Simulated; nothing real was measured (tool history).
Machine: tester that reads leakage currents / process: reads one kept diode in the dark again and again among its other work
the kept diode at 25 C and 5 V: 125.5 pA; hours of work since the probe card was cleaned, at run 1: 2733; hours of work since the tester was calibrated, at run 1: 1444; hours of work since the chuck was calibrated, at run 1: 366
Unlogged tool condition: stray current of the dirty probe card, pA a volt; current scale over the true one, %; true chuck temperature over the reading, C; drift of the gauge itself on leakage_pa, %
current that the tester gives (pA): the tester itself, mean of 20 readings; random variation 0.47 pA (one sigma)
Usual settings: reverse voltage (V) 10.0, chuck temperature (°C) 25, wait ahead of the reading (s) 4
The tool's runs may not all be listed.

| run | day | reverse voltage (V) | chuck temperature (°C) | wait ahead of the reading (s) | hours of work since the probe card was cleaned | hours of work since the tester was calibrated | hours of work since the chuck was calibrated | current that the tester gives (pA) |
|---|---|---|---|---|---|---|---|---|
| 1 | 0.000 | 10.0 | 25 | 4 | 2733 | 1444 | 366 | 174.20 |
| 2 | 3.446 | 10.0 | 25 | 4 | 2779 | 1490 | 412 | 174.29 |
| 3 | 5.017 | 10.0 | 25 | 4 | 2800 | 1511 | 433 | 175.25 |
| 4 | 8.833 | 3.1 | 25 | 4 | 2852 | 1562 | 484 | 116.06 |
| 5 | 12.458 | 2.2 | 25 | 4 | 2900 | 1611 | 533 | 103.22 |
| 6 | 14.129 | 2.2 | 25 | 4 | 2923 | 1633 | 555 | 102.98 |
| 7 | 17.000 | 10.0 | 25 | 4 | 2961 | 1672 | 594 | 177.76 |
| 8 | 19.992 | 2.9 | 25 | 4 | 3001 | 1712 | 634 | 113.79 |
| 9 | 22.779 | 2.9 | 25 | 4 | 3039 | 1749 | 671 | 114.47 |
| 10 | 26.038 | 10.0 | 25 | 4 | 3082 | 1793 | 715 | 180.11 |
| 11 | 29.804 | 10.0 | 25 | 4 | 3133 | 1844 | 766 | 178.56 |
| 12 | 32.046 | 10.0 | 25 | 4 | 3163 | 1874 | 796 | 179.84 |

What will run 13 give?
| 13 | 34.283 | 10.0 | 22 | 4 | 3193 | 1904 | 826 | ? |

Run 13 came out at current that the tester gives (pA) 145.12.
With no hidden state in the tool, this same run would have given current that the tester gives (pA) 121.93.
